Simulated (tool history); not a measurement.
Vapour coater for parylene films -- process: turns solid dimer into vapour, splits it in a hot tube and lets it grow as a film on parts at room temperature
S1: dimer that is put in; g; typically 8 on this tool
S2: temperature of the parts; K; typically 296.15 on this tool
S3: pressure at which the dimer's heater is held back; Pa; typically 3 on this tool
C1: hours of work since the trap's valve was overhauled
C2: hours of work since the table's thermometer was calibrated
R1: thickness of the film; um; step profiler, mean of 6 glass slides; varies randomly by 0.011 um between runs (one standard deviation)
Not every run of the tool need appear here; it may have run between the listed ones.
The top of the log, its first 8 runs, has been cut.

{"run": 9, "hour": 227.4, "S1": 8, "S2": 296.15, "S3": 6.58, "C1": 170, "C2": 1234, "R1": 2.21}
{"run": 10, "hour": 252.2, "S1": 8, "S2": 296.15, "S3": 6.58, "C1": 189, "C2": 1253, "R1": 2.24}
{"run": 11, "hour": 272.4, "S1": 8, "S2": 296.15, "S3": 3, "C1": 204, "C2": 1268, "R1": 2.49}
{"run": 12, "hour": 301.1, "S1": 8, "S2": 296.15, "S3": 3, "C1": 226, "C2": 1290, "R1": 2.5}
{"run": 13, "hour": 334.7, "S1": 8, "S2": 296.15, "S3": 3, "C1": 251, "C2": 1315, "R1": 2.47}
{"run": 14, "hour": 366.8, "S1": 8, "S2": 296.15, "S3": 3, "C1": 275, "C2": 1339, "R1": 2.48}
{"run": 15, "hour": 390.3, "S1": 8, "S2": 291.15, "S3": 3, "C1": 292, "C2": 1356, "R1": 2.9}
{"run": 16, "hour": 414.2, "S1": 8, "S2": 291.15, "S3": 3, "C1": 310, "C2": 1374, "R1": 2.88}
{"run": 17, "hour": 433.0, "S1": 8, "S2": 296.15, "S3": 3, "C1": 324, "C2": 1388, "R1": 2.46}
{"hour": 440.4, "done": "trap's valve overhauled"}
{"run": 18, "hour": 468.6, "S1": 3, "S2": 294.15, "S3": 6.1, "C1": 21, "C2": 1412, "R1": 0.87}
{"run": 19, "hour": 497.1, "S1": 3, "S2": 294.15, "S3": 6.1, "C1": 42, "C2": 1433, "R1": 0.86}
{"run": 20, "hour": 525.2, "S1": 3, "S2": 294.15, "S3": 6.1, "C1": 63, "C2": 1454, "R1": 0.86}
{"hour": 541.4, "done": "trap's valve overhauled, once more"}
{"run": 21, "hour": 553.1, "S1": 3, "S2": 306.15, "S3": 5.71, "C1": 9, "C2": 1472, "R1": 0.62}
{"run": 22, "hour": 590.4, "S1": 7, "S2": 296.15, "S3": 2.55, "C1": 37, "C2": 1500, "R1": 2.3}
{"run": 23, "hour": 618.3, "S1": 7, "S2": 303.15, "S3": 8.04, "C1": 58, "C2": 1521, "R1": 1.52}
{"run": 24, "hour": 639.0, "S1": 7, "S2": 303.15, "S3": 8.04, "C1": 73, "C2": 1536, "R1": 1.53}
{"run": 25, "hour": 676.4, "S1": 7, "S2": 303.15, "S3": 8.04, "C1": 101, "C2": 1564, "R1": 1.52}
{"run": 26, "hour": 712.1, "S1": 7, "S2": 303.15, "S3": 8.04, "C1": 128, "C2": 1591, "R1": 1.54}
{"run": 27, "hour": 746.9, "S1": 12, "S2": 308.15, "S3": 3.78, "C1": 154, "C2": 1617, "R1": 2.45}
{"run": 28, "hour": 766.6, "S1": 12, "S2": 308.15, "S3": 3.78, "C1": 168, "C2": 1632, "R1": 2.44}
{"run": 29, "hour": 791.0, "S1": 12, "S2": 308.15, "S3": 3.78, "C1": 187, "C2": 1650, "R1": 2.42}
{"run": 30, "hour": 808.3, "S1": 8, "S2": 297.15, "S3": 2.01, "C1": 200, "C2": 1663, "R1": 2.55}
{"run": 31, "hour": 829.6, "S1": 8, "S2": 289.15, "S3": 4.33, "C1": 216, "C2": 1679, "R1": 2.98}
{"run": 32, "hour": 854.3, "S1": 8, "S2": 289.15, "S3": 4.33, "C1": 234, "C2": 1697, "R1": 2.99}
{"run": 33, "hour": 888.5, "S1": 8, "S2": 289.15, "S3": 4.33, "C1": 260, "C2": 1723, "R1": 2.97}

Consider 3 possible next runs. They are alternatives, not a sequence: every one starts from the tool as it was left by run 33. What does each give?
{"run": "A", "hour": 915.5, "S1": 11, "S2": 292.15, "S3": 4.33, "C1": 280, "C2": 1743, "R1": "?"}
{"run": "B", "hour": 915.5, "S1": 11, "S2": 296.15, "S3": 3.01, "C1": 280, "C2": 1743, "R1": "?"}
{"run": "C", "hour": 915.5, "S1": 8, "S2": 296.15, "S3": 4.33, "C1": 280, "C2": 1743, "R1": "?"}

run=A R1=3.67
run=B R1=3.39
run=C R1=2.32
Without the tool's hidden state the same runs would have given:
run=A R1=3.78
run=B R1=3.5
run=C R1=2.39
